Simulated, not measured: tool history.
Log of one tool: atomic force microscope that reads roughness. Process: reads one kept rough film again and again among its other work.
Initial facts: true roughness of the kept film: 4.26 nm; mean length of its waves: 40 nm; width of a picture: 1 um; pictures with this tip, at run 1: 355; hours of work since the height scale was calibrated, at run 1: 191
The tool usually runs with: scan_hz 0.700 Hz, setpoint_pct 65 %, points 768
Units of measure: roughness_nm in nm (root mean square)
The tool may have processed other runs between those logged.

run	hour	scan_hz	setpoint_pct	points	pictures with this tip	hours of work since the height scale was calibrated	roughness_nm
1	0.0	0.700	65	768	355	191	3.881
# hour 19.4: new tip fitted
2	72.0	0.700	65	768	108	242	3.882
3	112.7	0.700	65	768	192	271	3.883
4	158.8	0.700	65	768	287	304	3.896
5	199.8	0.958	65	768	372	333	3.873
# hour 212.2: new tip fitted
6	276.1	0.958	65	768	132	387	3.886
7	328.2	0.700	65	490	239	424	3.877
8	364.3	0.700	65	490	314	450	3.870
# hour 408.8: new tip fitted
9	452.2	0.700	65	490	90	513	3.886
10	492.7	0.700	65	490	173	542	3.879
11	538.5	0.700	65	490	268	574	3.877
# hour 603.2: new tip fitted
12	611.5	0.700	65	490	17	626	3.888
13	655.4	0.700	65	768	107	658	3.896
14	719.9	0.700	65	768	241	704	3.927
15	781.1	0.700	65	768	367	747	3.889
# hour 797.5: new tip fitted
16	843.3	0.700	65	768	94	791	3.918
17	926.8	0.700	65	768	267	851	3.863
18	979.1	0.700	65	768	375	888	3.892
# hour 990.7: new tip fitted
19	1043.2	1.146	65	768	108	934	3.840
20	1112.5	0.547	65	476	251	983	3.911
21	1168.1	0.742	65	330	366	1023	3.881
# hour 1184.5: new tip fitted
22	1217.9	0.742	65	330	68	1058	3.879
23	1293.8	1.947	80	768	225	1113	3.582
# hour 1317.8: height scale calibrated on a step standard
24	1332.6	1.947	72	412	303	11	3.663

Run 25 comes next. What will it give?
# hour 1378.7: new tip fitted
25	1406.8	2.591	59	494	58	63	?

For run 25 the tool returned roughness_nm 3.790 nm (root mean square).
Minus the tool's unlogged condition, the same run would have read roughness_nm 3.792 nm (root mean square).

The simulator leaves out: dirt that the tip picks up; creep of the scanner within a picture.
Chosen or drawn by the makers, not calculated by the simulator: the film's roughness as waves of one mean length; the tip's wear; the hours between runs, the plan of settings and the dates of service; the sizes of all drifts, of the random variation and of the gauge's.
